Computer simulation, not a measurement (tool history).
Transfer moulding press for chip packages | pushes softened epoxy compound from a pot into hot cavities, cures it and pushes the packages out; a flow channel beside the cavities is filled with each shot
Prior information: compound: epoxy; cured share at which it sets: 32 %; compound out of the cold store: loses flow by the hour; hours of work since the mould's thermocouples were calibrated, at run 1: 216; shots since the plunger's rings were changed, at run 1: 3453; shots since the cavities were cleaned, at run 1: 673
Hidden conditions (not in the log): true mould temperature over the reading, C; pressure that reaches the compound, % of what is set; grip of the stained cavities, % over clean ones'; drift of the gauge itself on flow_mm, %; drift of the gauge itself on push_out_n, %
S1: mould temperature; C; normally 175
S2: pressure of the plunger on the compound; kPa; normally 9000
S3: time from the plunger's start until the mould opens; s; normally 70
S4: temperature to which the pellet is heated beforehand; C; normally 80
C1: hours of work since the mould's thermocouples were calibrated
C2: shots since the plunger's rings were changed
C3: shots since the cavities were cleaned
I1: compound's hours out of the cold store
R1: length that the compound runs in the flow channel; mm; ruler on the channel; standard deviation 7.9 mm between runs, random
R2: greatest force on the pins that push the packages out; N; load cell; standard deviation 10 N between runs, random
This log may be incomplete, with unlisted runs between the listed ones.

| run | hour | S1 | S2 | S3 | S4 | C1 | C2 | C3 | I1 | R1 | R2 |
|---|---|---|---|---|---|---|---|---|---|---|---|
| 1 | 0 | 175 | 9000 | 70 | 80 | 216 | 3453 | 673 | 10.7 | 893 | 996 |
|  | 6.1 | cavities cleaned with cleaning compound and waxed |
|  | 44.8 | cavities cleaned with cleaning compound and waxed |
| 2 | 54.3 | 175 | 10690 | 70 | 80 | 256 | 4502 | 194 | 45.9 | 789 | 645 |
|  | 65.4 | plunger's sealing rings changed |
|  | 86.3 | cavities cleaned with cleaning compound and waxed |
| 3 | 109.3 | 175 | 9000 | 70 | 80 | 296 | 868 | 472 | 28.5 | 861 | 860 |
|  | 122.1 | cavities cleaned with cleaning compound and waxed |
|  | 164 | cavities cleaned with cleaning compound and waxed |
| 4 | 165.8 | 175 | 9000 | 70 | 80 | 338 | 1962 | 36 | 9.9 | 930 | 527 |
|  | 203.4 | cavities cleaned with cleaning compound and waxed |
| 5 | 222.3 | 175 | 7410 | 70 | 80 | 381 | 3089 | 387 | 10.6 | 823 | 770 |
|  | 242.4 | cavities cleaned with cleaning compound and waxed |
| 6 | 269.9 | 175 | 9000 | 70 | 87 | 416 | 4033 | 564 | 35.7 | 773 | 860 |
|  | 278.3 | cavities cleaned with cleaning compound and waxed |
|  | 302.2 | plunger's sealing rings changed |
|  | 310.7 | mould's thermocouples calibrated |
|  | 318.9 | cavities cleaned with cleaning compound and waxed |
| 7 | 330.6 | 175 | 9000 | 70 | 85 | 14 | 511 | 240 | 9.4 | 971 | 717 |
|  | 357.1 | cavities cleaned with cleaning compound and waxed |
| 8 | 389.2 | 175 | 9000 | 70 | 85 | 59 | 1678 | 656 | 41.1 | 793 | 933 |
|  | 394.6 | cavities cleaned with cleaning compound and waxed |
|  | 432.9 | cavities cleaned with cleaning compound and waxed |
| 9 | 447.1 | 175 | 9000 | 70 | 85 | 102 | 2803 | 291 | 24.7 | 845 | 740 |
|  | 470.4 | cavities cleaned with cleaning compound and waxed |
| 10 | 489.8 | 175 | 9000 | 70 | 87 | 134 | 3646 | 397 | 44.4 | 742 | 765 |
|  | 509.1 | cavities cleaned with cleaning compound and waxed |
| 11 | 534.2 | 175 | 9000 | 70 | 87 | 167 | 4525 | 515 | 19.4 | 857 | 863 |
|  | 543.3 | plunger's sealing rings changed |
|  | 551.8 | cavities cleaned with cleaning compound and waxed |
| 12 | 576.5 | 175 | 9000 | 70 | 87 | 197 | 647 | 504 | 44.4 | 776 | 847 |
|  | 589.4 | cavities cleaned with cleaning compound and waxed |
|  | 630.5 | cavities cleaned with cleaning compound and waxed |
| 13 | 650.7 | 175 | 8510 | 92 | 72 | 253 | 2105 | 414 | 44.2 | 746 | 713 |
|  | 667.5 | cavities cleaned with cleaning compound and waxed |
|  | 709.1 | cavities cleaned with cleaning compound and waxed |
| 14 | 715.9 | 175 | 8510 | 92 | 72 | 301 | 3379 | 139 | 26.9 | 798 | 539 |
|  | 745.5 | cavities cleaned with cleaning compound and waxed |
|  | 783.1 | plunger's sealing rings changed |
|  | 784.6 | cavities cleaned with cleaning compound and waxed |
| 15 | 789.8 | 175 | 8510 | 92 | 72 | 354 | 107 | 107 | 11.9 | 915 | 520 |
|  | 823.4 | cavities cleaned with cleaning compound and waxed |
| 16 | 844.5 | 175 | 8510 | 92 | 72 | 396 | 1195 | 430 | 46.4 | 753 | 717 |
|  | 859.9 | cavities cleaned with cleaning compound and waxed |
|  | 897.2 | cavities cleaned with cleaning compound and waxed |
|  | 908.4 | mould's thermocouples calibrated |
| 17 | 911.3 | 175 | 10780 | 70 | 80 | 2 | 2460 | 246 | 16.5 | 986 | 720 |
|  | 938.4 | cavities cleaned with cleaning compound and waxed |
|  | 976.3 | cavities cleaned with cleaning compound and waxed |
| 18 | 986.1 | 178 | 8690 | 82 | 78 | 58 | 3929 | 199 | 11.3 | 871 | 561 |
|  | 1012.5 | cavities cleaned with cleaning compound and waxed |
|  | 1023.9 | plunger's sealing rings changed |
|  | 1051.3 | cavities cleaned with cleaning compound and waxed |
| 19 | 1056.6 | 173 | 7500 | 70 | 83 | 109 | 638 | 108 | 18 | 838 | 623 |
|  | 1087.4 | cavities cleaned with cleaning compound and waxed |
| 20 | 1119.3 | 173 | 7290 | 77 | 83 | 157 | 1891 | 654 | 14.7 | 817 | 928 |
|  | 1125.6 | cavities cleaned with cleaning compound and waxed |
|  | 1162 | cavities cleaned with cleaning compound and waxed |
| 21 | 1171.4 | 173 | 7290 | 77 | 83 | 195 | 2897 | 193 | 24.4 | 762 | 658 |
|  | 1197.7 | cavities cleaned with cleaning compound and waxed |
| 22 | 1214.5 | 170 | 8830 | 77 | 83 | 227 | 3748 | 344 | 27 | 824 | 808 |
|  | 1236.1 | cavities cleaned with cleaning compound and waxed |
|  | 1264.2 | plunger's sealing rings changed |
|  | 1277.8 | cavities cleaned with cleaning compound and waxed |
| 23 | 1295 | 182 | 7380 | 70 | 80 | 286 | 599 | 351 | 10.9 | 831 | 662 |
|  | 1314.2 | cavities cleaned with cleaning compound and waxed |
| 24 | 1328.8 | 181 | 10410 | 92 | 77 | 311 | 1261 | 298 | 45.2 | 818 | 640 |

Each row is a separate what-if for the run after 24, all from the same tool condition, not one after another. Results?
|  | 1349.8 | cavities cleaned with cleaning compound and waxed |
|  | 1387.5 | cavities cleaned with cleaning compound and waxed |
| A | 1405.5 | 175 | 10570 | 70 | 80 | 368 | 2771 | 369 | 22 | ? | ? |
|  | 1349.8 | cavities cleaned with cleaning compound and waxed |
|  | 1387.5 | cavities cleaned with cleaning compound and waxed |
| B | 1405.5 | 181 | 7360 | 70 | 76 | 368 | 2771 | 369 | 11.3 | ? | ? |
|  | 1349.8 | cavities cleaned with cleaning compound and waxed |
|  | 1387.5 | cavities cleaned with cleaning compound and waxed |
| C | 1405.5 | 172 | 10410 | 92 | 89 | 368 | 2771 | 369 | 14.6 | ? | ? |
|  | 1349.8 | cavities cleaned with cleaning compound and waxed |
|  | 1387.5 | cavities cleaned with cleaning compound and waxed |
| D | 1405.5 | 182 | 9830 | 70 | 80 | 368 | 2771 | 369 | 31.9 | ? | ? |

| run | R1 | R2 |
|---|---|---|
| A | 921 | 827 |
| B | 799 | 733 |
| C | 960 | 748 |
| D | 841 | 719 |
Without the tool's unlogged condition, the same runs would have read:
| run | R1 | R2 |
|---|---|---|
| A | 969 | 484 |
| B | 840 | 419 |
| C | 1011 | 429 |
| D | 884 | 405 |
